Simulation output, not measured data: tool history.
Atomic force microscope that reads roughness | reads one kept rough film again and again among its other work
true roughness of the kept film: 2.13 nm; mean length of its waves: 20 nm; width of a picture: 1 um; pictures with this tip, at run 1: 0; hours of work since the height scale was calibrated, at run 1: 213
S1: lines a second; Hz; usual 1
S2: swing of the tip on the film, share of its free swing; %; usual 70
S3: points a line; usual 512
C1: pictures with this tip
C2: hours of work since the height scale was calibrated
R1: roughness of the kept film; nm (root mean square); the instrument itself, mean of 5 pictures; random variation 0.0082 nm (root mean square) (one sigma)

run 1 hour=0 | S1=1 S2=70 S3=512 | C1=0 C2=213 | R1=1.806
run 2 hour=6.3 | S1=1 S2=70 S3=512 | C1=7 C2=217 | R1=1.787
run 3 hour=17 | S1=1 S2=70 S3=512 | C1=20 C2=222 | R1=1.758
run 4 hour=27.4 | S1=1 S2=70 S3=512 | C1=32 C2=227 | R1=1.732
run 5 hour=41.1 | S1=1 S2=70 S3=512 | C1=49 C2=234 | R1=1.681
run 6 hour=47.2 | S1=1.2 S2=70 S3=512 | C1=56 C2=237 | R1=1.673
run 7 hour=59.7 | S1=1 S2=70 S3=512 | C1=71 C2=244 | R1=1.626
run 8 hour=68.8 | S1=2.58 S2=70 S3=512 | C1=82 C2=249 | R1=1.581
run 9 hour=79.4 | S1=2.96 S2=69 S3=512 | C1=94 C2=254 | R1=1.554
run 10 hour=87 | S1=0.83 S2=70 S3=512 | C1=103 C2=258 | R1=1.579
run 11 hour=98.5 | S1=2.2 S2=71 S3=319 | C1=117 C2=264 | R1=1.488
run 12 hour=107.6 | S1=2.2 S2=71 S3=319 | C1=127 C2=268 | R1=1.459
run 13 hour=116.7 | S1=1 S2=74 S3=512 | C1=138 C2=273 | R1=1.51
run 14 hour=123.7 | S1=3.73 S2=81 S3=512 | C1=147 C2=277 | R1=1.346
run 15 hour=135.6 | S1=3.73 S2=62 S3=442 | C1=161 C2=283 | R1=1.44

Alternative continuations, all from the tool just after run 15; predict every row:
run A hour=148.5 | S1=2.41 S2=64 S3=516 | C1=176 C2=289 | R1=?
run B hour=148.5 | S1=0.76 S2=56 S3=442 | C1=176 C2=289 | R1=?
run C hour=148.5 | S1=3.73 S2=87 S3=442 | C1=176 C2=289 | R1=?

run=A R1=1.418
run=B R1=1.482
run=C R1=1.25
With no hidden state in the tool, these same runs would have given:
run=A R1=1.768
run=B R1=1.845
run=C R1=1.559

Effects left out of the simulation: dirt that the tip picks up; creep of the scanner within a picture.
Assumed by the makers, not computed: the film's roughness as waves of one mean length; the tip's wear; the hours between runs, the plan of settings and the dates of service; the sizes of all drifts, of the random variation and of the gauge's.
